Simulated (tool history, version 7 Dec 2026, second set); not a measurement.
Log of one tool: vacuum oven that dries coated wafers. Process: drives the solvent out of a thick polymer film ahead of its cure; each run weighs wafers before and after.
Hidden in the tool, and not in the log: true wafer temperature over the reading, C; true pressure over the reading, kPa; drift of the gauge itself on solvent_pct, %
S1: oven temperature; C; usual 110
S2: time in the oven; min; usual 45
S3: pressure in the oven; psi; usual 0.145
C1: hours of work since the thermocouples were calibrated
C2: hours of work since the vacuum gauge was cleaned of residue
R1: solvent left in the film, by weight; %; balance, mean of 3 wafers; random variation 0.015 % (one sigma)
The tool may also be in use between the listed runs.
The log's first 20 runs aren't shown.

run 21 hour=1842.8 | S1=110 S2=45 S3=0.244 | C1=966 C2=709 | R1=2.11
run 22 hour=1956.1 | S1=110 S2=45 S3=0.323 | C1=1024 C2=767 | R1=2.29
run 23 hour=2060.9 | S1=110 S2=45 S3=0.323 | C1=1078 C2=820 | R1=2.28
run 24 hour=2145.3 | S1=110 S2=45 S3=0.323 | C1=1121 C2=864 | R1=2.29
run 25 hour=2250.1 | S1=110 S2=45 S3=0.397 | C1=1174 C2=917 | R1=2.47
run 26 hour=2330.0 | S1=110 S2=45 S3=0.397 | C1=1215 C2=958 | R1=2.46
run 27 hour=2393.8 | S1=103 S2=42 S3=0.104 | C1=1248 C2=991 | R1=3.46
run 28 hour=2447.9 | S1=110 S2=45 S3=0.425 | C1=1275 C2=1018 | R1=2.50
-- hour=2459.4 oven's thermocouples calibrated
run 29 hour=2506.3 | S1=110 S2=45 S3=0.425 | C1=24 C2=1047 | R1=2.39
run 30 hour=2602.9 | S1=100 S2=45 S3=0.209 | C1=73 C2=1097 | R1=3.99
run 31 hour=2710.9 | S1=101 S2=28 S3=0.094 | C1=129 C2=1152 | R1=5.41
run 32 hour=2810.6 | S1=101 S2=60 S3=0.406 | C1=180 C2=1203 | R1=3.29
-- hour=2873.8 vacuum gauge cleaned of residue and calibrated
run 33 hour=2926.1 | S1=99 S2=45 S3=0.232 | C1=238 C2=27 | R1=4.16
run 34 hour=3044.4 | S1=110 S2=45 S3=0.088 | C1=298 C2=87 | R1=1.47
run 35 hour=3097.9 | S1=102 S2=45 S3=0.088 | C1=326 C2=115 | R1=3.00
-- hour=3199.0 oven's thermocouples calibrated, once more
run 36 hour=3201.1 | S1=116 S2=44 S3=0.145 | C1=1 C2=166 | R1=1.16
run 37 hour=3314.1 | S1=117 S2=61 S3=0.354 | C1=59 C2=224 | R1=1.01
run 38 hour=3368.1 | S1=103 S2=45 S3=0.175 | C1=87 C2=252 | R1=3.58
run 39 hour=3453.4 | S1=121 S2=38 S3=0.164 | C1=130 C2=295 | R1=0.95
run 40 hour=3577.0 | S1=98 S2=71 S3=0.145 | C1=193 C2=359 | R1=2.88
run 41 hour=3704.1 | S1=119 S2=71 S3=0.145 | C1=258 C2=424 | R1=0.40
run 42 hour=3828.9 | S1=110 S2=45 S3=0.165 | C1=322 C2=487 | R1=2.02
run 43 hour=3888.9 | S1=110 S2=52 S3=0.171 | C1=353 C2=518 | R1=1.65

Forecast each of these 3 alternatives for the next run:
run A hour=4008.6 | S1=97 S2=54 S3=0.258 | C1=414 C2=579 | R1=?
run B hour=4008.6 | S1=111 S2=59 S3=0.145 | C1=414 C2=579 | R1=?
run C hour=4008.6 | S1=110 S2=52 S3=0.370 | C1=414 C2=579 | R1=?

run=A R1=4.56
run=B R1=1.14
run=C R1=2.11
Without the tool's hidden state the same runs would have given:
run=A R1=4.69
run=B R1=1.18
run=C R1=2.19
